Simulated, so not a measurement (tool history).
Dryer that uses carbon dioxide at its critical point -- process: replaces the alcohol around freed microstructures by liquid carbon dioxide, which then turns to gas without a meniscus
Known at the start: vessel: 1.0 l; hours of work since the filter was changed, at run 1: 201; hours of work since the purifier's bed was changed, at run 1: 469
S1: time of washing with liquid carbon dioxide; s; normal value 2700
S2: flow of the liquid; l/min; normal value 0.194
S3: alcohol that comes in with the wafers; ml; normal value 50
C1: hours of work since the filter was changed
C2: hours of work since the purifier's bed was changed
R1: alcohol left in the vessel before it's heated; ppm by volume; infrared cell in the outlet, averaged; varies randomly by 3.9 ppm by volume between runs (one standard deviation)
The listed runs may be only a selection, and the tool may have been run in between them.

run 1 hour=0.0 | S1=2700 S2=0.194 S3=50 | C1=201 C2=469 | R1=56
run 2 hour=40.1 | S1=2700 S2=0.194 S3=48 | C1=215 C2=483 | R1=63
run 3 hour=100.4 | S1=2700 S2=0.194 S3=50 | C1=236 C2=504 | R1=65
run 4 hour=173.7 | S1=2700 S2=0.194 S3=50 | C1=261 C2=530 | R1=64
-- hour=217.0 inlet filter changed
run 5 hour=239.5 | S1=2700 S2=0.194 S3=50 | C1=8 C2=552 | R1=56
run 6 hour=292.5 | S1=2700 S2=0.194 S3=50 | C1=26 C2=570 | R1=61
run 7 hour=358.6 | S1=2700 S2=0.194 S3=50 | C1=49 C2=593 | R1=63
run 8 hour=397.0 | S1=2700 S2=0.194 S3=50 | C1=62 C2=607 | R1=73
run 9 hour=438.1 | S1=2820 S2=0.136 S3=35 | C1=77 C2=621 | R1=144
run 10 hour=471.0 | S1=4260 S2=0.136 S3=86 | C1=88 C2=632 | R1=66
run 11 hour=544.8 | S1=4260 S2=0.136 S3=86 | C1=114 C2=658 | R1=67
run 12 hour=585.3 | S1=4260 S2=0.273 S3=85 | C1=128 C2=672 | R1=53
run 13 hour=649.8 | S1=2160 S2=0.190 S3=39 | C1=150 C2=695 | R1=134
run 14 hour=701.9 | S1=2160 S2=0.190 S3=39 | C1=168 C2=713 | R1=135

For each entry between runs, how does the tool's hidden state at the last listed run before it compare with that at the first listed run after it?
Logged between run 4 and run 5: inlet filter changed (hour 217.0)
  flow that reaches the vessel past the clogged filter, %: 93.5 -> 99.8; alcohol in the recycled carbon dioxide, ppm: 45.4 -> 47
  measured result minus the result with no hidden state, R1: +49 -> +42 ppm by volume
